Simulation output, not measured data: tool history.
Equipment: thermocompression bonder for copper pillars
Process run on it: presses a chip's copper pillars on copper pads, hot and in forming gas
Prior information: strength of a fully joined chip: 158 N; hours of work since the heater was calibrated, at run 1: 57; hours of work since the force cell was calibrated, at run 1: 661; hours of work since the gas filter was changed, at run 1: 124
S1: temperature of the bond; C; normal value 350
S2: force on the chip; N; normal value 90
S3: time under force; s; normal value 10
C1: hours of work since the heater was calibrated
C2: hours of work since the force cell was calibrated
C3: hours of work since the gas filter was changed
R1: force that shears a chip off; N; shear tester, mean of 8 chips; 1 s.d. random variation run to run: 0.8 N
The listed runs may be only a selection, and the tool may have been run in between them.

run 1 day=0.000 | S1=350 S2=90 S3=10 | C1=57 C2=661 C3=124 | R1=61.1
run 2 day=0.383 | S1=350 S2=90 S3=10 | C1=63 C2=667 C3=130 | R1=61.5
run 3 day=0.788 | S1=350 S2=90 S3=10 | C1=70 C2=674 C3=137 | R1=60.8
run 4 day=1.025 | S1=350 S2=90 S3=10 | C1=74 C2=678 C3=141 | R1=60.5
run 5 day=1.204 | S1=350 S2=90 S3=10 | C1=77 C2=681 C3=144 | R1=59.4
run 6 day=1.579 | S1=350 S2=90 S3=10 | C1=83 C2=687 C3=151 | R1=62.3
run 7 day=1.900 | S1=350 S2=90 S3=10 | C1=88 C2=693 C3=156 | R1=59.9
run 8 day=2.238 | S1=350 S2=90 S3=10 | C1=94 C2=698 C3=162 | R1=59.0
run 9 day=2.488 | S1=350 S2=90 S3=10 | C1=98 C2=703 C3=166 | R1=60.1
run 10 day=2.833 | S1=350 S2=90 S3=10 | C1=104 C2=708 C3=172 | R1=61.0
run 11 day=3.025 | S1=323 S2=90 S3=10 | C1=107 C2=712 C3=175 | R1=45.7
run 12 day=3.254 | S1=323 S2=90 S3=10 | C1=111 C2=715 C3=179 | R1=45.0
run 13 day=3.671 | S1=323 S2=90 S3=10 | C1=118 C2=722 C3=186 | R1=46.4
run 14 day=3.962 | S1=323 S2=90 S3=10 | C1=123 C2=727 C3=191 | R1=45.2
run 15 day=4.400 | S1=323 S2=90 S3=10 | C1=130 C2=735 C3=198 | R1=44.9
-- day=4.492 force cell calibrated
run 16 day=4.796 | S1=323 S2=90 S3=10 | C1=136 C2=5 C3=204 | R1=45.3
run 17 day=4.983 | S1=350 S2=66 S3=10 | C1=139 C2=8 C3=207 | R1=48.0
run 18 day=5.242 | S1=350 S2=90 S3=10 | C1=144 C2=13 C3=211 | R1=57.3
run 19 day=5.471 | S1=350 S2=128 S3=10 | C1=147 C2=16 C3=215 | R1=72.1
run 20 day=5.696 | S1=349 S2=90 S3=10 | C1=151 C2=20 C3=219 | R1=58.0
run 21 day=6.000 | S1=339 S2=60 S3=23 | C1=156 C2=25 C3=224 | R1=55.6
run 22 day=6.217 | S1=339 S2=60 S3=23 | C1=160 C2=29 C3=227 | R1=54.0
run 23 day=6.450 | S1=339 S2=60 S3=23 | C1=164 C2=33 C3=231 | R1=54.8
-- day=6.546 forming gas filter changed
-- day=6.854 force cell calibrated, once more
run 24 day=6.867 | S1=350 S2=90 S3=11 | C1=169 C2=0 C3=4 | R1=69.0
run 25 day=7.192 | S1=350 S2=90 S3=11 | C1=175 C2=6 C3=10 | R1=67.7
run 26 day=7.400 | S1=350 S2=101 S3=10 | C1=178 C2=9 C3=13 | R1=70.7
run 27 day=7.729 | S1=366 S2=90 S3=23 | C1=184 C2=15 C3=19 | R1=97.6
run 28 day=7.946 | S1=366 S2=90 S3=23 | C1=188 C2=18 C3=22 | R1=98.2
run 29 day=8.217 | S1=366 S2=90 S3=28 | C1=192 C2=23 C3=27 | R1=104.2
run 30 day=8.604 | S1=366 S2=90 S3=28 | C1=199 C2=29 C3=34 | R1=102.9
run 31 day=8.996 | S1=350 S2=90 S3=13 | C1=205 C2=36 C3=40 | R1=71.9
run 32 day=9.217 | S1=379 S2=103 S3=18 | C1=209 C2=40 C3=44 | R1=104.3
run 33 day=9.400 | S1=339 S2=111 S3=10 | C1=212 C2=43 C3=47 | R1=65.3
run 34 day=9.829 | S1=330 S2=89 S3=8 | C1=219 C2=50 C3=54 | R1=47.3
run 35 day=10.217 | S1=340 S2=90 S3=10 | C1=226 C2=56 C3=61 | R1=57.9
run 36 day=10.596 | S1=347 S2=90 S3=5 | C1=232 C2=63 C3=67 | R1=49.2
run 37 day=10.862 | S1=328 S2=90 S3=8 | C1=237 C2=67 C3=71 | R1=47.4
run 38 day=11.042 | S1=328 S2=90 S3=8 | C1=240 C2=70 C3=74 | R1=46.6
run 39 day=11.283 | S1=359 S2=66 S3=12 | C1=244 C2=74 C3=79 | R1=61.5

Subtracting, for every run, the result it would have given without the tool's unlogged condition from the measured result gives the following. The same run-to-run variation enters both numbers; the gauge's scatter may not:
The tool's hidden condition here consists of: true temperature of the bond over the reading, C; force that reaches the chip, % of what is set; oxide that the forming gas leaves, % of the face; drift of the gauge itself on shear_n, %.
run=1 R1=-5.0
run=2 R1=-5.2
run=3 R1=-5.3
run=4 R1=-5.4
run=5 R1=-5.5
run=6 R1=-5.9
run=7 R1=-5.9
run=8 R1=-6.0
run=9 R1=-6.2
run=10 R1=-6.4
run=11 R1=-5.0
run=12 R1=-5.0
run=13 R1=-5.1
run=14 R1=-5.4
run=15 R1=-5.4
run=16 R1=-6.0
run=17 R1=-6.6
run=18 R1=-8.0
run=19 R1=-9.8
run=20 R1=-8.2
run=21 R1=-8.2
run=22 R1=-8.1
run=23 R1=-8.3
run=24 R1=+0.3
run=25 R1=+0.1
run=26 R1=+0.0
run=27 R1=-0.4
run=28 R1=-0.6
run=29 R1=-0.8
run=30 R1=-1.1
run=31 R1=-0.9
run=32 R1=-1.7
run=33 R1=-0.9
run=34 R1=-0.8
run=35 R1=-1.1
run=36 R1=-1.1
run=37 R1=-1.1
run=38 R1=-1.2
run=39 R1=-1.7
